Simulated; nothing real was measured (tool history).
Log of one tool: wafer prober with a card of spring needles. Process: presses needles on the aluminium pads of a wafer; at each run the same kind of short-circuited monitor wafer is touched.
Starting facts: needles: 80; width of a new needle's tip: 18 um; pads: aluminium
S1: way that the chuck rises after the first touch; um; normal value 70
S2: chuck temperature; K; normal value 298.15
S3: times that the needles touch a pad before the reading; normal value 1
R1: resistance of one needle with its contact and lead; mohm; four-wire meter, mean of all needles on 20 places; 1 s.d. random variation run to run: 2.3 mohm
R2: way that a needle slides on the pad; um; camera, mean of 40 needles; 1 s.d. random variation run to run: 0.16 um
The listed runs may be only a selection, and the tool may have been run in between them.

run   hour  S1      S2  S3   R1     R2
  1      0  70  298.15   1  292  14.16
       3.4  -- tips cleaned on abrasive film
      10.2  -- tips cleaned on abrasive film
      18.6  -- tips cleaned on abrasive film
      26.6  -- tips cleaned on abrasive film
      38.6  -- card fitted with new needles
  2   38.6  70  298.15   1  254  14.98
      45.3  -- tips cleaned on abrasive film
      52.1  -- tips cleaned on abrasive film
      60.5  -- tips cleaned on abrasive film
  3   62.1  70  298.15   1  265  14.82
      68.7  -- tips cleaned on abrasive film
      77.1  -- tips cleaned on abrasive film
  4   81.9  70  298.15   1  276  15.06
      85.1  -- tips cleaned on abrasive film
      91.9  -- tips cleaned on abrasive film
     100.2  -- tips cleaned on abrasive film
  5  102.3  70  298.15   1  265  14.74
     107.1  -- tips cleaned on abrasive film
     115.4  -- tips cleaned on abrasive film
     122.2  -- tips cleaned on abrasive film
  6  122.8  70  298.15   1  262  14.91
     129.3  -- tips cleaned on abrasive film
     136.1  -- tips cleaned on abrasive film
     144.3  -- tips cleaned on abrasive film
  7  144.3  70  298.15   1  257  14.39
     151.1  -- tips cleaned on abrasive film
     159.3  -- tips cleaned on abrasive film
     167.4  -- tips cleaned on abrasive film
     175.6  -- tips cleaned on abrasive film
  8  178.4  70  298.15   1  272  14.47
     183.5  -- tips cleaned on abrasive film
     190.3  -- tips cleaned on abrasive film
       197  -- tips cleaned on abrasive film
  9  198.3  70  298.15   1  265  14.42
       205  -- tips cleaned on abrasive film
     212.7  -- tips cleaned on abrasive film
 10  212.7  70  298.15   1  255  14.59
     219.4  -- tips cleaned on abrasive film
     227.6  -- tips cleaned on abrasive film
     235.9  -- tips cleaned on abrasive film
       244  -- tips cleaned on abrasive film
 11  248.6  70  298.15   1  283  14.13
       252  -- tips cleaned on abrasive film
       260  -- tips cleaned on abrasive film
     268.4  -- tips cleaned on abrasive film
     276.6  -- tips cleaned on abrasive film
 12  282.3  70  298.15   1  283  14.44
     284.1  -- tips cleaned on abrasive film
     292.5  -- tips cleaned on abrasive film
 13  297.7  70  298.15   1  276  14.27
     299.5  -- tips cleaned on abrasive film
     306.2  -- tips cleaned on abrasive film
     314.6  -- tips cleaned on abrasive film
 14  315.2  50  357.15   1  289   9.89
       322  -- tips cleaned on abrasive film
     328.7  -- tips cleaned on abrasive film
     336.8  -- tips cleaned on abrasive film
       345  -- tips cleaned on abrasive film
 15  350.1  50  357.15   2  302   9.87
     351.9  -- tips cleaned on abrasive film
     360.1  -- tips cleaned on abrasive film
     366.8  -- tips cleaned on abrasive film
     373.6  -- tips cleaned on abrasive film
     380.3  -- tips cleaned on abrasive film
 16  381.8  50  357.15   2  283   9.93
     388.3  -- tips cleaned on abrasive film
     395.1  -- tips cleaned on abrasive film
     403.5  -- tips cleaned on abrasive film
 17  404.9  64  306.15   1  272  12.67
     411.5  -- tips cleaned on abrasive film
     419.7  -- tips cleaned on abrasive film
     426.5  -- tips cleaned on abrasive film
     434.4  -- tips cleaned on abrasive film
 18  434.4  64  306.15   1  264  12.48
     441.2  -- tips cleaned on abrasive film
     449.4  -- tips cleaned on abrasive film
 19    455  70  321.15   1  290     14
     456.6  -- tips cleaned on abrasive film
     464.9  -- tips cleaned on abrasive film
     473.3  -- tips cleaned on abrasive film
 20  474.3  80  299.15   1  262   15.5
       481  -- tips cleaned on abrasive film
     489.4  -- tips cleaned on abrasive film
 21  491.6  80  299.15   2  261  15.98
     496.7  -- tips cleaned on abrasive film
     505.1  -- tips cleaned on abrasive film
     511.8  -- tips cleaned on abrasive film
     520.1  -- tips cleaned on abrasive film
 22  524.4  56  301.15   2  286   10.8
     527.9  -- tips cleaned on abrasive film
     534.6  -- tips cleaned on abrasive film
     542.8  -- tips cleaned on abrasive film
       548  -- height of the first contact set anew
     551.2  -- tips cleaned on abrasive film
 23  555.8  53  324.15   2  292  11.19
     559.2  -- tips cleaned on abrasive film
       566  -- tips cleaned on abrasive film
     574.4  -- tips cleaned on abrasive film
 24  578.4  52  298.15   1  298  11.09

Run 25 is up next; what results do you expect?
     581.8  -- tips cleaned on abrasive film
     588.6  -- tips cleaned on abrasive film
     595.3  -- tips cleaned on abrasive film
 25  595.9  52  298.15   1   ?   ?

R1: 272 mohm
R2: 10.91 um
Minus the tool's unlogged condition, the same run would have read R1 260 mohm, R2 11.05 um.

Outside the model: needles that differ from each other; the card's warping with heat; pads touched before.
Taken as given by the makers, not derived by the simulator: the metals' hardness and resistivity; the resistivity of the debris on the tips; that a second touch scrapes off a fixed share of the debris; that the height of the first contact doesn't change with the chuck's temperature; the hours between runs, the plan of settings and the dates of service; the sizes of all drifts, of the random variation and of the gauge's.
